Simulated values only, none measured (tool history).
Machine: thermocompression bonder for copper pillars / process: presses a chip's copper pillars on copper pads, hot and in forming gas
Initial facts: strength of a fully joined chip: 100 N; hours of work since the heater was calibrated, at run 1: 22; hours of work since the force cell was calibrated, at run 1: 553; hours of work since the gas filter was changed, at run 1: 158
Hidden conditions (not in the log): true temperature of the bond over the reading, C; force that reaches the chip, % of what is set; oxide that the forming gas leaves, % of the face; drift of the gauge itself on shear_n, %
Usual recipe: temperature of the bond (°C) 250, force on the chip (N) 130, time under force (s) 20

run	hour	temperature of the bond (°C)	force on the chip (N)	time under force (s)	hours of work since the heater was calibrated	hours of work since the force cell was calibrated	hours of work since the gas filter was changed	force that shears a chip off (N)
1	0.0	250	130	20	22	553	158	61.3
2	19.5	250	130	20	34	564	169	61.7
3	34.5	250	130	57	42	573	177	78.1
4	47.9	254	130	57	50	580	185	77.8
5	71.8	254	130	57	63	594	198	77.9
6	88.3	254	130	57	72	603	208	79.5
7	106.9	250	130	20	83	614	218	58.2
8	130.4	250	130	20	96	627	231	58.4
9	152.1	250	131	20	108	639	244	58.4
10	165.1	250	131	20	116	647	251	59.5
11	178.2	250	131	20	123	654	258	59.0
12	200.6	250	131	20	136	667	271	58.5
# hour 221.4: forming gas filter changed
13	223.8	250	148	20	149	679	1	65.9
14	239.0	250	148	20	157	688	10	67.5
15	260.4	254	141	20	169	700	22	66.3
16	275.9	250	141	14	178	709	31	58.0
# hour 297.5: force cell calibrated
17	301.4	250	191	11	192	2	44	63.3
18	324.9	250	191	11	205	16	58	64.3
19	337.5	250	130	17	212	23	65	60.5
20	348.3	276	130	17	218	29	71	74.5
21	362.7	277	130	23	226	37	79	78.9
22	387.4	250	115	54	240	51	93	77.3
23	404.5	245	108	12	250	61	103	48.1
24	422.0	245	108	12	260	70	113	46.8
25	444.4	245	108	22	273	83	125	56.1
26	466.4	262	106	10	285	96	138	50.3
27	491.4	262	106	10	299	110	152	50.3
28	506.8	262	106	10	308	118	161	50.3

Branching from run 28: 5 alternative next runs. What would each branch give?
A	524.1	226	87	29	318	128	170	?
B	524.1	262	163	10	318	128	170	?
C	524.1	250	143	20	318	128	170	?
D	524.1	250	155	57	318	128	170	?
E	524.1	252	115	23	318	128	170	?

run	force that shears a chip off (N)
A	45.3
B	60.7
C	63.3
D	80.6
E	61.6
With no hidden state in the tool, these same runs would have given:
run	force that shears a chip off (N)
A	49.2
B	65.4
C	68.2
D	85.9
E	66.3
